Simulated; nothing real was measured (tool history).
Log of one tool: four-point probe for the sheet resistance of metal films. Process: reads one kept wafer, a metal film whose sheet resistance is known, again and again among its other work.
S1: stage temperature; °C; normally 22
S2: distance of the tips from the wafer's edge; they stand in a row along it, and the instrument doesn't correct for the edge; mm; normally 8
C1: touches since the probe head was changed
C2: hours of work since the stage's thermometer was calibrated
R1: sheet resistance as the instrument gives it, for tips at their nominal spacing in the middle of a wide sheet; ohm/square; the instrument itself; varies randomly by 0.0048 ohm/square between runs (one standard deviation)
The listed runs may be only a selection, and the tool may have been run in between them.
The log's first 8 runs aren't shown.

Run 9, hour 242.9: usual settings; C1 49462; C2 1344. Result: R1 24.067005 ohm/square.
Run 10, hour 285.1: usual settings; C1 50758; C2 1373. Result: R1 24.080169 ohm/square.
Run 11, hour 331.4: usual settings; C1 52180; C2 1405. Result: R1 24.071169 ohm/square.
Run 12, hour 374.4: usual settings but S1 19 °C; C1 53498; C2 1435. Result: R1 24.059395 ohm/square.
Run 13, hour 410.8: usual settings but S1 19 °C; C1 54615; C2 1460. Result: R1 24.064099 ohm/square.
Run 14, hour 431.5: usual settings; C1 55250; C2 1475. Result: R1 24.074097 ohm/square.
Run 15, hour 477.2: usual settings; C1 56652; C2 1506. Result: R1 24.071079 ohm/square.
Run 16, hour 496.5: usual settings but S1 27 °C; C1 57244; C2 1519. Result: R1 24.088279 ohm/square.
Run 17, hour 532.6: usual settings but S1 21 °C; C1 58353; C2 1544. Result: R1 24.068487 ohm/square.
Run 18, hour 578.7: usual settings but S1 21 °C; C1 59769; C2 1576. Result: R1 24.069597 ohm/square.
Run 19, hour 616.1: usual settings but S1 33 °C; C1 60916; C2 1602. Result: R1 24.108588 ohm/square.
Run 20, hour 646.3: usual settings but S2 23 mm; C1 61843; C2 1623. Result: R1 24.036256 ohm/square.
Run 21, hour 677.9: usual settings but S2 23 mm; C1 62811; C2 1645. Result: R1 24.027888 ohm/square.
Run 22, hour 723.7: usual settings but S2 23 mm; C1 64219; C2 1676. Result: R1 24.032387 ohm/square.
Run 23, hour 760.2: usual settings but S2 23 mm; C1 65337; C2 1702. Result: R1 24.03489 ohm/square.
Run 24, hour 781.3: usual settings but S1 20 °C, S2 4 mm; C1 65983; C2 1716. Result: R1 24.220199 ohm/square.
Run 25, hour 825.2: usual settings but S1 30 °C, S2 5 mm; C1 67333; C2 1747. Result: R1 24.194676 ohm/square.
Run 26, hour 844.5: usual settings but S1 19 °C, S2 4 mm; C1 67925; C2 1760. Result: R1 24.223965 ohm/square.
Run 27, hour 890.7: usual settings but S1 21 °C, S2 58 mm; C1 69343; C2 1792. Result: R1 24.028882 ohm/square.
Run 28, hour 913.9: usual settings but S1 21 °C, S2 58 mm; C1 70054; C2 1808. Result: R1 24.034142 ohm/square.

For run 29, what comes out?
Run 29, hour 949.2: usual settings but S1 31 °C, S2 3 mm; C1 71138; C2 1832. Result: R1 ?.

{"run 29": {"R1": 24.420656}}
Without the tool's hidden state the same run would have given R1 24.481138 ohm/square.
